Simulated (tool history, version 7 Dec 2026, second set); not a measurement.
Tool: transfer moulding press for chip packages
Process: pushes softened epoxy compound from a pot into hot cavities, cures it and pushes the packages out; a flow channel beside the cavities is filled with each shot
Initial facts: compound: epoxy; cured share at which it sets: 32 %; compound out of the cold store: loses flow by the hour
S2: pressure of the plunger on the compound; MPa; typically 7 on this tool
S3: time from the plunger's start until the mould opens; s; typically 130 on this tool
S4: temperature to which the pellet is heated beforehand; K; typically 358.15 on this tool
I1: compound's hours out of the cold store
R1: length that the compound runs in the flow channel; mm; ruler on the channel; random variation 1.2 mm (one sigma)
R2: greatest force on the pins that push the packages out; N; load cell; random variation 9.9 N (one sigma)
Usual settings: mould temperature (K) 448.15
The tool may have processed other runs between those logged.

Run 1, hour 0: usual settings; I1 8.1. Result: R1 810 mm, R2 559 N.
Run 2, hour 40.7: usual settings; I1 17.4. Result: R1 785 mm, R2 723 N.
At hour 55.6: cavities cleaned with cleaning compound and waxed.
Run 3, hour 95.2: usual settings but mould temperature (K) 450.15; I1 23.4. Result: R1 759 mm, R2 759 N.
At hour 118.1: cavities cleaned with cleaning compound and waxed.
Run 4, hour 158.3: usual settings but mould temperature (K) 450.15; I1 33.3. Result: R1 736 mm, R2 621 N.
At hour 178.7: plunger's sealing rings changed.
At hour 185.8: cavities cleaned with cleaning compound and waxed.
At hour 196.7: mould's thermocouples calibrated.
Run 5, hour 242: usual settings but mould temperature (K) 450.15; I1 14.6. Result: R1 793 mm, R2 667 N.
At hour 254.9: cavities cleaned with cleaning compound and waxed.
At hour 260.6: cavities cleaned with cleaning compound and waxed, once more.
Run 6, hour 284.6: usual settings but mould temperature (K) 450.15, S4 353.15 K; I1 24. Result: R1 768 mm, R2 592 N.
At hour 323.1: cavities cleaned with cleaning compound and waxed.
Run 7, hour 372.5: usual settings but mould temperature (K) 450.15, S4 353.15 K; I1 24.3. Result: R1 767 mm, R2 636 N.
At hour 389.6: cavities cleaned with cleaning compound and waxed.
Run 8, hour 424.2: usual settings but S4 351.15 K; I1 47.9. Result: R1 720 mm, R2 649 N.
At hour 454.9: cavities cleaned with cleaning compound and waxed.
At hour 517: cavities cleaned with cleaning compound and waxed.
Run 9, hour 517: usual settings but S4 351.15 K; I1 42.8. Result: R1 731 mm, R2 472 N.
Run 10, hour 565.6: usual settings but S4 351.15 K; I1 27.1. Result: R1 762 mm, R2 747 N.
At hour 587.2: plunger's sealing rings changed.
At hour 588.7: cavities cleaned with cleaning compound and waxed.
At hour 651.3: cavities cleaned with cleaning compound and waxed.
Run 11, hour 663.3: usual settings but S4 351.15 K; I1 34.9. Result: R1 757 mm, R2 560 N.
Run 12, hour 711: usual settings but S4 351.15 K; I1 38.9. Result: R1 746 mm, R2 765 N.
At hour 719.3: cavities cleaned with cleaning compound and waxed.
Run 13, hour 777.7: usual settings but S4 355.15 K; I1 30. Result: R1 762 mm, R2 755 N.
At hour 785.4: cavities cleaned with cleaning compound and waxed.
Run 14, hour 830: usual settings but S2 7.95 MPa; I1 38. Result: R1 792 mm, R2 707 N.
At hour 848.6: cavities cleaned with cleaning compound and waxed.
Run 15, hour 892.9: usual settings but S2 7.95 MPa; I1 17.1. Result: R1 838 mm, R2 709 N.
At hour 915.2: cavities cleaned with cleaning compound and waxed.
At hour 927.7: mould's thermocouples calibrated.
At hour 979: cavities cleaned with cleaning compound and waxed.
Run 16, hour 981.7: usual settings but mould temperature (K) 441.15, S3 145 s, S4 356.15 K; I1 18.5. Result: R1 809 mm, R2 633 N.
At hour 997.8: plunger's sealing rings changed.
At hour 1043.8: cavities cleaned with cleaning compound and waxed.
Run 17, hour 1055.1: usual settings but mould temperature (K) 454.15, S2 7.4 MPa, S3 158 s, S4 365.15 K; I1 27.8. Result: R1 768 mm, R2 428 N.
At hour 1108.1: cavities cleaned with cleaning compound and waxed.
Run 18, hour 1145.6: usual settings but mould temperature (K) 454.15, S2 7.08 MPa, S3 136 s, S4 365.15 K; I1 24. Result: R1 758 mm, R2 518 N.
At hour 1175.4: cavities cleaned with cleaning compound and waxed.
Run 19, hour 1203: usual settings but mould temperature (K) 449.15, S2 7.08 MPa, S3 136 s, S4 363.15 K; I1 19.6. Result: R1 781 mm, R2 574 N.
At hour 1240.6: cavities cleaned with cleaning compound and waxed.
Run 20, hour 1295.3: usual settings but S2 7.97 MPa, S3 114 s, S4 362.15 K; I1 41. Result: R1 781 mm, R2 906 N.
At hour 1304.5: cavities cleaned with cleaning compound and waxed.
At hour 1371: cavities cleaned with cleaning compound and waxed.
Run 21, hour 1390: usual settings but S2 7.97 MPa, S3 114 s, S4 362.15 K; I1 17.5. Result: R1 833 mm, R2 781 N.
At hour 1404.6: plunger's sealing rings changed.
At hour 1438.8: cavities cleaned with cleaning compound and waxed.
Run 22, hour 1441.7: usual settings but S2 7.97 MPa, S3 114 s, S4 362.15 K; I1 42.5. Result: R1 793 mm, R2 610 N.
At hour 1502.3: cavities cleaned with cleaning compound and waxed.
Run 23, hour 1502.3: usual settings but mould temperature (K) 441.15, S3 153 s, S4 355.15 K; I1 39.5. Result: R1 778 mm, R2 530 N.
At hour 1567.4: cavities cleaned with cleaning compound and waxed.
Run 24, hour 1574.5: usual settings but mould temperature (K) 445.15, S2 7.3 MPa, S3 163 s, S4 360.15 K; I1 9.1. Result: R1 847 mm, R2 461 N.
Run 25, hour 1613.3: usual settings but mould temperature (K) 449.15, S2 8.03 MPa, S3 163 s, S4 351.15 K; I1 18.9. Result: R1 837 mm, R2 573 N.
At hour 1632: cavities cleaned with cleaning compound and waxed.
At hour 1658.8: mould's thermocouples calibrated.
At hour 1696: cavities cleaned with cleaning compound and waxed.
Run 26, hour 1696.5: usual settings but S3 149 s; I1 15.8. Result: R1 786 mm, R2 423 N.

For some of the steps in R1 from one run to the next: how much would appear even if the tool had no hidden state, given the settings, what came in and random variation, and how much remains for the hidden state plus any gauge scatter that the measured result and the result without hidden state don't share?
Unlogged tool condition in this case: true mould temperature over the reading, C; pressure that reaches the compound, % of what is set; grip of the stained cavities, % over clean ones'; drift of the gauge itself on flow_mm, %; drift of the gauge itself on push_out_n, %.
Run 4 -> 5: plunger's sealing rings changed, cavities cleaned with cleaning compound and waxed, mould's thermocouples calibrated. R1 +57 mm: hidden state +16, all else +41.
Run 21 -> 22: plunger's sealing rings changed, cavities cleaned with cleaning compound and waxed. R1 -40 mm: hidden state +20, all else -60.
Run 23 -> 24: mould temperature (K) 441.15 -> 445.15, S2 7 -> 7.3, S3 153 -> 163, S4 355.15 -> 360.15, cavities cleaned with cleaning compound and waxed. R1 +69 mm: hidden state -4, all else +73.
